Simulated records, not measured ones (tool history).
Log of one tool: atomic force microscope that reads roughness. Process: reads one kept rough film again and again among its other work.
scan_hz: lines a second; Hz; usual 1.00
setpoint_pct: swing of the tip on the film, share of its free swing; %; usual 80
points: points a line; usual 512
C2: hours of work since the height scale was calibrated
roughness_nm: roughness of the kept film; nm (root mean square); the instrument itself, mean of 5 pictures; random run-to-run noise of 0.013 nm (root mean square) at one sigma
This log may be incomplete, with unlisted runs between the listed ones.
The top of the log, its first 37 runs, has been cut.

At hour 1403.2: new tip fitted.
Run 38, hour 1422.2: usual settings but scan_hz 1.62 Hz, points 752; pictures with this tip 36; C2 1665. Result: roughness_nm 2.938 nm (root mean square).
At hour 1450.6: new tip fitted.
Run 39, hour 1457.3: usual settings but scan_hz 0.65 Hz, setpoint_pct 78 %, points 769; pictures with this tip 12; C2 1686. Result: roughness_nm 3.276 nm (root mean square).
Run 40, hour 1481.2: usual settings but scan_hz 0.65 Hz, setpoint_pct 78 %, points 769; pictures with this tip 58; C2 1700. Result: roughness_nm 3.178 nm (root mean square).
At hour 1498.6: new tip fitted.
Run 41, hour 1518.5: usual settings but scan_hz 1.13 Hz, setpoint_pct 66 %, points 769; pictures with this tip 38; C2 1721. Result: roughness_nm 3.255 nm (root mean square).
At hour 1545.6: new tip fitted.
Run 42, hour 1565.8: usual settings but scan_hz 2.60 Hz, setpoint_pct 65 %; pictures with this tip 38; C2 1748. Result: roughness_nm 3.017 nm (root mean square).
At hour 1593.7: new tip fitted.
Run 43, hour 1599.0: usual settings but scan_hz 3.91 Hz, setpoint_pct 88 %, points 878; pictures with this tip 10; C2 1768. Result: roughness_nm 2.123 nm (root mean square).
Run 44, hour 1631.2: usual settings but scan_hz 0.59 Hz, setpoint_pct 76 %, points 283; pictures with this tip 71; C2 1786. Result: roughness_nm 3.151 nm (root mean square).
At hour 1640.6: new tip fitted.
Run 45, hour 1676.7: usual settings but scan_hz 1.83 Hz, setpoint_pct 84 %, points 621; pictures with this tip 69; C2 1813. Result: roughness_nm 2.722 nm (root mean square).
At hour 1690.4: new tip fitted.
Run 46, hour 1727.1: usual settings but scan_hz 0.71 Hz, setpoint_pct 65 %, points 772; pictures with this tip 70; C2 1842. Result: roughness_nm 3.242 nm (root mean square).
At hour 1737.7: new tip fitted.
Run 47, hour 1761.1: usual settings but scan_hz 0.71 Hz, setpoint_pct 65 %, points 864; pictures with this tip 45; C2 1861. Result: roughness_nm 3.293 nm (root mean square).
At hour 1785.1: new tip fitted.
Run 48, hour 1799.4: usual settings but scan_hz 0.53 Hz, setpoint_pct 60 %, points 864; pictures with this tip 28; C2 1884. Result: roughness_nm 3.359 nm (root mean square).
Run 49, hour 1824.5: usual settings but scan_hz 0.53 Hz, setpoint_pct 60 %, points 864; pictures with this tip 76; C2 1898. Result: roughness_nm 3.276 nm (root mean square).

Here are 3 independent what-if runs from the current tool condition. What would each one return?
At hour 1833.3: new tip fitted.
Run A, hour 1869.6: usual settings but scan_hz 2.89 Hz; pictures with this tip 69; C2 1924. Result: roughness_nm ?.
At hour 1833.3: new tip fitted.
Run B, hour 1869.6: usual settings but scan_hz 0.53 Hz, setpoint_pct 60 %, points 427; pictures with this tip 69; C2 1924. Result: roughness_nm ?.
At hour 1833.3: new tip fitted.
Run C, hour 1869.6: usual settings but scan_hz 1.50 Hz, setpoint_pct 60 %, points 864; pictures with this tip 69; C2 1924. Result: roughness_nm ?.

run  roughness_nm
  A         2.535
  B         3.318
  C         3.189
Without the tool's unlogged condition, the same runs would have read:
run  roughness_nm
  A         2.694
  B         3.526
  C         3.389

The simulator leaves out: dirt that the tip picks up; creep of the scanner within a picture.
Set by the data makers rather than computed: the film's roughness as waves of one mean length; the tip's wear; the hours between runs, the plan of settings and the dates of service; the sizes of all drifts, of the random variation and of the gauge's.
